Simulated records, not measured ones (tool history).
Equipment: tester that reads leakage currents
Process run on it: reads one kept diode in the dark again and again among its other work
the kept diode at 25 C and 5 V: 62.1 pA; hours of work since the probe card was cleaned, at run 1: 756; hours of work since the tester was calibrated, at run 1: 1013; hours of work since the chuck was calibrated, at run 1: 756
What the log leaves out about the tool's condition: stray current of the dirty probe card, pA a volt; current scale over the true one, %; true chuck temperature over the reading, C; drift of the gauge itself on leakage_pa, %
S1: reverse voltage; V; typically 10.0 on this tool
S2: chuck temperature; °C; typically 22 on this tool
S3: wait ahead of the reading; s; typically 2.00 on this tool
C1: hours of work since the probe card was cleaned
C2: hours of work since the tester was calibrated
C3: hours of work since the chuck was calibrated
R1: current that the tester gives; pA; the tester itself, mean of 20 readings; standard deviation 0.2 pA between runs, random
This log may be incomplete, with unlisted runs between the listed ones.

Run 1, hour 0.0: usual settings; C1 756; C2 1013; C3 756. Result: R1 68.07 pA.
Run 2, hour 173.3: usual settings; C1 882; C2 1139; C3 882. Result: R1 68.30 pA.
Run 3, hour 287.8: usual settings but S2 38 °C; C1 965; C2 1222; C3 965. Result: R1 210.42 pA.
Run 4, hour 500.6: usual settings but S2 34 °C; C1 1120; C2 1377; C3 1120. Result: R1 160.25 pA.
Run 5, hour 597.7: usual settings but S2 34 °C; C1 1191; C2 1448; C3 1191. Result: R1 161.08 pA.
Run 6, hour 746.2: usual settings but S2 34 °C, S3 4.80 s; C1 1299; C2 1556; C3 1299. Result: R1 159.26 pA.
Run 7, hour 912.3: usual settings but S2 34 °C, S3 4.80 s; C1 1420; C2 1677; C3 1420. Result: R1 160.07 pA.
Run 8, hour 1047.3: usual settings; C1 1518; C2 1775; C3 1518. Result: R1 72.85 pA.
Run 9, hour 1223.0: usual settings but S2 23 °C; C1 1646; C2 1903; C3 1646. Result: R1 78.89 pA.
At hour 1286.8: chuck's temperature calibrated.
At hour 1380.2: probe card cleaned and baked.
Run 10, hour 1456.5: usual settings but S2 23 °C; C1 56; C2 2069; C3 121. Result: R1 68.64 pA.
Run 11, hour 1590.9: usual settings but S1 14.4 V; C1 153; C2 2167; C3 219. Result: R1 73.62 pA.
Run 12, hour 1691.5: usual settings but S1 2.5 V; C1 227; C2 2240; C3 292. Result: R1 39.34 pA.
Run 13, hour 1824.3: usual settings but S1 2.5 V; C1 323; C2 2337; C3 389. Result: R1 39.51 pA.
Run 14, hour 2022.6: usual settings but S1 2.5 V; C1 467; C2 2481; C3 533. Result: R1 39.75 pA.
Run 15, hour 2186.6: usual settings but S1 2.5 V; C1 587; C2 2600; C3 653. Result: R1 39.66 pA.
Run 16, hour 2290.3: usual settings but S1 2.5 V; C1 662; C2 2676; C3 728. Result: R1 39.95 pA.
Run 17, hour 2485.9: usual settings but S1 3.8 V; C1 805; C2 2818; C3 870. Result: R1 46.77 pA.
Run 18, hour 2634.5: usual settings but S1 3.8 V; C1 913; C2 2926; C3 978. Result: R1 46.97 pA.
Run 19, hour 2733.2: usual settings but S1 2.1 V, S2 29 °C, S3 9.89 s; C1 985; C2 2998; C3 1050. Result: R1 63.03 pA.
Run 20, hour 2956.1: usual settings but S1 2.1 V, S2 29 °C, S3 9.89 s; C1 1147; C2 3160; C3 1213. Result: R1 63.00 pA.
Run 21, hour 3126.0: usual settings but S1 2.1 V, S2 38 °C, S3 3.12 s; C1 1270; C2 3284; C3 1336. Result: R1 122.18 pA.
Run 22, hour 3351.2: usual settings but S1 2.1 V, S2 28 °C, S3 8.66 s; C1 1434; C2 3448; C3 1500. Result: R1 58.78 pA.
Run 23, hour 3493.4: usual settings but S1 2.1 V, S2 28 °C, S3 8.66 s; C1 1538; C2 3551; C3 1604. Result: R1 58.64 pA.
At hour 3612.9: chuck's temperature calibrated.
Run 24, hour 3701.1: usual settings but S1 1.8 V, S2 31 °C; C1 1688; C2 3701; C3 64. Result: R1 73.10 pA.
At hour 3810.3: probe card cleaned and baked.
Run 25, hour 3893.7: usual settings but S1 2.2 V, S2 24 °C; C1 61; C2 3839; C3 202. Result: R1 43.67 pA.
Run 26, hour 4010.4: usual settings but S1 10.1 V, S2 39 °C, S3 4.26 s; C1 146; C2 3924; C3 287. Result: R1 222.89 pA.
Run 27, hour 4178.0: usual settings but S2 38 °C, S3 1.66 s; C1 268; C2 4046; C3 409. Result: R1 209.68 pA.
Run 28, hour 4290.0: usual settings but S2 38 °C, S3 1.66 s; C1 349; C2 4127; C3 491. Result: R1 207.83 pA.
Run 29, hour 4483.6: usual settings but S2 38 °C, S3 1.66 s; C1 490; C2 4268; C3 631. Result: R1 209.63 pA.
At hour 4622.9: tester calibrated.
Run 30, hour 4637.4: usual settings but S1 19.9 V, S2 41 °C, S3 6.57 s; C1 600; C2 11; C3 742. Result: R1 327.39 pA.
Run 31, hour 4855.0: usual settings but S1 19.9 V, S2 41 °C, S3 6.57 s; C1 759; C2 169; C3 900. Result: R1 328.83 pA.
Run 32, hour 5071.3: usual settings but S1 8.2 V, S3 0.69 s; C1 916; C2 326; C3 1058. Result: R1 65.77 pA.
Run 33, hour 5183.1: usual settings but S1 8.2 V, S3 0.69 s; C1 998; C2 408; C3 1139. Result: R1 66.53 pA.
Run 34, hour 5360.9: usual settings but S1 8.2 V, S3 0.69 s; C1 1127; C2 537; C3 1268. Result: R1 67.16 pA.
Run 35, hour 5457.1: usual settings but S1 8.2 V, S3 0.69 s; C1 1197; C2 607; C3 1338. Result: R1 67.57 pA.

Branching from run 35: 5 alternative next runs. What would each branch give?
Run A, hour 5633.3: usual settings but S1 2.4 V, S2 25 °C, S3 0.52 s; C1 1325; C2 735; C3 1467. Result: R1 ?.
Run B, hour 5633.3: usual settings but S1 1.4 V, S2 24 °C, S3 1.37 s; C1 1325; C2 735; C3 1467. Result: R1 ?.
Run C, hour 5633.3: usual settings but S3 5.38 s; C1 1325; C2 735; C3 1467. Result: R1 ?.
Run D, hour 5633.3: usual settings but S1 16.6 V, S2 34 °C, S3 1.13 s; C1 1325; C2 735; C3 1467. Result: R1 ?.
Run E, hour 5633.3: usual settings but S2 20 °C; C1 1325; C2 735; C3 1467. Result: R1 ?.

run      R1
  A   50.24
  B   37.16
  C   70.39
  D  199.16
  E   62.47
Had the tool no hidden state, the same runs would have come out as:
run      R1
  A   50.55
  B   37.97
  C   62.39
  D  190.51
  E   53.95

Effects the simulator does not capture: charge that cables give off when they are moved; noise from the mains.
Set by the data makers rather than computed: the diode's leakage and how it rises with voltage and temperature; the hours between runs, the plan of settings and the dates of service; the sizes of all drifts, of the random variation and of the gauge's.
